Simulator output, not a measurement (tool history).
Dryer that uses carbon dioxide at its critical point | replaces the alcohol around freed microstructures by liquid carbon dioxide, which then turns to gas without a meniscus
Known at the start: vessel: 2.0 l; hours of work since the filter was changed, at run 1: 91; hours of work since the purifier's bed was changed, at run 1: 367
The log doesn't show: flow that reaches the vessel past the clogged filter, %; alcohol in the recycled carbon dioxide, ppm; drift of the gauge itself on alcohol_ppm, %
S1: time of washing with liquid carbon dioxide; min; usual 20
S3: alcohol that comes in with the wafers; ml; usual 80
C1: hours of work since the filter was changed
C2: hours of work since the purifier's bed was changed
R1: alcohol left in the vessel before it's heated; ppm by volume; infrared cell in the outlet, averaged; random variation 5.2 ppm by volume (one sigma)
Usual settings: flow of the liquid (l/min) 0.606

Run 1, hour 0.0: usual settings; C1 91; C2 367. Result: R1 151 ppm by volume.
Run 2, hour 7.3: usual settings; C1 95; C2 372. Result: R1 160 ppm by volume.
Run 3, hour 15.1: usual settings; C1 100; C2 376. Result: R1 152 ppm by volume.
Run 4, hour 30.8: usual settings; C1 109; C2 386. Result: R1 156 ppm by volume.
Run 5, hour 39.0: usual settings; C1 114; C2 390. Result: R1 158 ppm by volume.
Run 6, hour 55.1: usual settings but S3 32 ml; C1 123; C2 400. Result: R1 74 ppm by volume.
Run 7, hour 68.4: usual settings but S3 32 ml; C1 131; C2 408. Result: R1 82 ppm by volume.
Run 8, hour 78.1: usual settings but S1 16 min, S3 32 ml; C1 137; C2 414. Result: R1 198 ppm by volume.
Run 9, hour 91.7: usual settings but S1 23 min, S3 26 ml; C1 145; C2 422. Result: R1 48 ppm by volume.
Run 10, hour 107.2: usual settings but S1 23 min, flow of the liquid (l/min) 0.378, S3 38 ml; C1 154; C2 431. Result: R1 326 ppm by volume.
Run 11, hour 117.3: usual settings but S1 15 min, flow of the liquid (l/min) 0.519, S3 48 ml; C1 160; C2 437. Result: R1 647 ppm by volume.
Run 12, hour 132.1: usual settings but S1 24 min, flow of the liquid (l/min) 0.384, S3 48 ml; C1 169; C2 446. Result: R1 327 ppm by volume.

Forecast each of these 4 alternatives for the next run:
Run A, hour 147.4: usual settings but S1 29 min, flow of the liquid (l/min) 0.384, S3 48 ml; C1 178; C2 455. Result: R1 ?.
Run B, hour 147.4: usual settings but S3 32 ml; C1 178; C2 455. Result: R1 ?.
Run C, hour 147.4: usual settings but S1 19 min, flow of the liquid (l/min) 0.425, S3 23 ml; C1 178; C2 455. Result: R1 ?.
Run D, hour 147.4: usual settings but S3 100 ml; C1 178; C2 455. Result: R1 ?.

run   R1
  A  152
  B   88
  C  292
  D  203
Without the tool's hidden state the same runs would have given:
run   R1
  A   93
  B   47
  C  212
  D  124
